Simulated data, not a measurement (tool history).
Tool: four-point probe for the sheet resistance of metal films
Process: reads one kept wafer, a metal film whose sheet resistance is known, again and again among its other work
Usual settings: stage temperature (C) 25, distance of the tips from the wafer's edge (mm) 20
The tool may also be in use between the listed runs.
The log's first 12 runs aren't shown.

run    hour  stage temperature (C)  distance of the tips from the wafer's edge (mm)  touches since the probe head was changed  hours of work since the stage's thermometer was calibrated  sheet resistance as the instrument gives it (ohm/square)
 13   894.1                     25                                                7                                     35372                                                        1505                                                   0.27163
 14     959                     25                                                7                                     36221                                                        1535                                                   0.27154
 15  1010.3                     25                                               47                                     36892                                                        1559                                                  0.267075
 16  1053.7                     25                                               47                                     37460                                                        1579                                                  0.267048
 17  1142.3                     26                                               47                                     38618                                                        1620                                                   0.26704
 18  1192.8                     25                                               20                                     39280                                                        1644                                                  0.267586
 19  1250.2                     25                                               20                                     40030                                                        1670                                                  0.267523
 20  1336.3                     25                                               20                                     41157                                                        1710                                                  0.267541
 21  1394.8                     25                                               18                                     41922                                                        1737                                                  0.267803
 22    1489                     25                                               18                                     43154                                                        1781                                                  0.267735
 23  1559.6                     22                                               19                                     44078                                                        1814                                                  0.267728

Forecast run 24:
 24  1603.2                     35                                               16                                     44647                                                        1834                                                         ?

{"run 24": {"sheet resistance as the instrument gives it (ohm/square)": 0.268249}}
Without the tool's hidden state the same run would have given sheet resistance as the instrument gives it (ohm/square) 0.267185.

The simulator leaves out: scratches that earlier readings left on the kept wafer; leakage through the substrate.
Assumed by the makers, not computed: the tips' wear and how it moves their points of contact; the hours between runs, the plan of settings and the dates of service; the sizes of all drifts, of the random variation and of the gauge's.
